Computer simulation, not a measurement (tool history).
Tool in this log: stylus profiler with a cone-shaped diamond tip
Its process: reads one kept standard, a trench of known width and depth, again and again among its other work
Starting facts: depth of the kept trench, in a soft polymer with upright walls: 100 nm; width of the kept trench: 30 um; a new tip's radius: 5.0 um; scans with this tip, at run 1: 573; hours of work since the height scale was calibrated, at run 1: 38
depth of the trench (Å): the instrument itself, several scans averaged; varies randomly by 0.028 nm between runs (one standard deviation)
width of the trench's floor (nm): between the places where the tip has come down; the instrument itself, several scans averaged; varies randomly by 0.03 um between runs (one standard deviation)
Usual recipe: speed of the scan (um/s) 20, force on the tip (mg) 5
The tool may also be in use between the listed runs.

| run | hour | speed of the scan (um/s) | force on the tip (mg) | scans with this tip | hours of work since the height scale was calibrated | depth of the trench (Å) | width of the trench's floor (nm) |
|---|---|---|---|---|---|---|---|
| 1 | 0 | 20 | 5 | 573 | 38 | 1023.9 | 27810 |
| 2 | 25.9 | 20 | 5 | 881 | 59 | 1024.9 | 27860 |
| 3 | 48.1 | 20 | 5 | 1145 | 76 | 1024.3 | 27820 |
| 4 | 69.2 | 20 | 5.63 | 1397 | 93 | 1026.3 | 27800 |
| 5 | 99.5 | 20 | 5.63 | 1757 | 117 | 1026.9 | 27770 |
| 6 | 121.1 | 20 | 3.17 | 2014 | 134 | 1017.5 | 27770 |
| 7 | 154.3 | 20 | 3.17 | 2408 | 161 | 1017.9 | 27680 |
| 8 | 172.7 | 20 | 5 | 2627 | 175 | 1024.6 | 27730 |
| 9 | 188.9 | 20 | 5 | 2820 | 188 | 1024.8 | 27650 |
| 10 | 222.2 | 20 | 5.72 | 3216 | 215 | 1026.3 | 27670 |
| 11 | 254.4 | 9 | 5 | 3599 | 240 | 1024.3 | 27640 |
| 12 | 284.8 | 9 | 5 | 3959 | 264 | 1023.9 | 27570 |
| 13 | 312.3 | 9 | 5 | 4287 | 286 | 1023.6 | 27610 |
| 14 | 346 | 9 | 5 | 4687 | 313 | 1024.3 | 27580 |
| 15 | 379.5 | 6 | 5 | 5086 | 340 | 1024.3 | 27610 |
| 16 | 398 | 6 | 5 | 5306 | 354 | 1023.7 | 27530 |
|  | 401.6 | height scale calibrated on a step standard |
| 17 | 424.6 | 6 | 5 | 5616 | 18 | 1024.3 | 27540 |
| 18 | 441.3 | 6 | 5 | 5814 | 31 | 1023.7 | 27520 |
|  | 449.9 | height scale calibrated on a step standard, once more |
| 19 | 466 | 20 | 5 | 6103 | 13 | 1024.6 | 27430 |
| 20 | 488.9 | 20 | 5 | 6375 | 31 | 1024.4 | 27420 |
| 21 | 515.3 | 20 | 8.59 | 6689 | 52 | 1035.4 | 27410 |
| 22 | 532.6 | 20 | 8.59 | 6894 | 66 | 1034.9 | 27290 |
| 23 | 548.4 | 20 | 8.59 | 7083 | 78 | 1034.7 | 27370 |
| 24 | 568.3 | 20 | 8.59 | 7319 | 94 | 1034.8 | 27400 |
| 25 | 599.9 | 8 | 2.34 | 7694 | 119 | 1014.2 | 27390 |
| 26 | 633.7 | 8 | 2.34 | 8096 | 146 | 1013.8 | 27300 |
| 27 | 654.7 | 74 | 2.11 | 8346 | 163 | 1013 | 26990 |
| 28 | 679.2 | 5 | 3.1 | 8638 | 182 | 1017.7 | 27280 |
| 29 | 701.3 | 9 | 8.33 | 8901 | 200 | 1033.9 | 27270 |
| 30 | 730.8 | 11 | 6.52 | 9251 | 223 | 1028.7 | 27270 |
| 31 | 763.6 | 17 | 9.59 | 9641 | 249 | 1037.1 | 27240 |
| 32 | 797.1 | 55 | 5.55 | 10039 | 276 | 1025.5 | 27040 |
| 33 | 830.3 | 55 | 5.55 | 10434 | 302 | 1025.6 | 27050 |
| 34 | 852.2 | 72 | 3.14 | 10694 | 319 | 1016.8 | 26890 |
| 35 | 880.6 | 58 | 7.39 | 11033 | 342 | 1030.8 | 27020 |
| 36 | 904.8 | 19 | 7.39 | 11321 | 361 | 1031.3 | 27120 |
| 37 | 928.9 | 7 | 11.14 | 11607 | 380 | 1041.4 | 27180 |
| 38 | 952.6 | 7 | 1.83 | 11888 | 399 | 1011.5 | 27080 |
| 39 | 968.4 | 7 | 1.83 | 12077 | 412 | 1011.9 | 27070 |
| 40 | 993.4 | 6 | 4.52 | 12374 | 431 | 1022 | 27050 |
| 41 | 1014.5 | 36 | 10.7 | 12625 | 448 | 1040.2 | 26950 |
| 42 | 1038.5 | 61 | 11.61 | 12910 | 467 | 1042.3 | 26920 |
| 43 | 1065.4 | 61 | 11.61 | 13230 | 489 | 1041.9 | 26920 |
| 44 | 1096.3 | 28 | 8.95 | 13598 | 513 | 1034.9 | 26960 |
| 45 | 1116.5 | 28 | 10.48 | 13838 | 529 | 1039.1 | 26940 |

What if the next run were any one of these 3? Each begins from the tool's condition after run 45:
| A | 1138.6 | 28 | 5.62 | 14100 | 547 | ? | ? |
| B | 1138.6 | 6 | 10.62 | 14100 | 547 | ? | ? |
| C | 1138.6 | 10 | 10.48 | 14100 | 547 | ? | ? |

| run | depth of the trench (Å) | width of the trench's floor (nm) |
|---|---|---|
| A | 1025.3 | 26930 |
| B | 1039.6 | 27030 |
| C | 1038.5 | 27010 |
What these runs would have given with no unlogged condition in the tool:
| run | depth of the trench (Å) | width of the trench's floor (nm) |
|---|---|---|
| A | 1026.9 | 27930 |
| B | 1041.2 | 28030 |
| C | 1040 | 28010 |
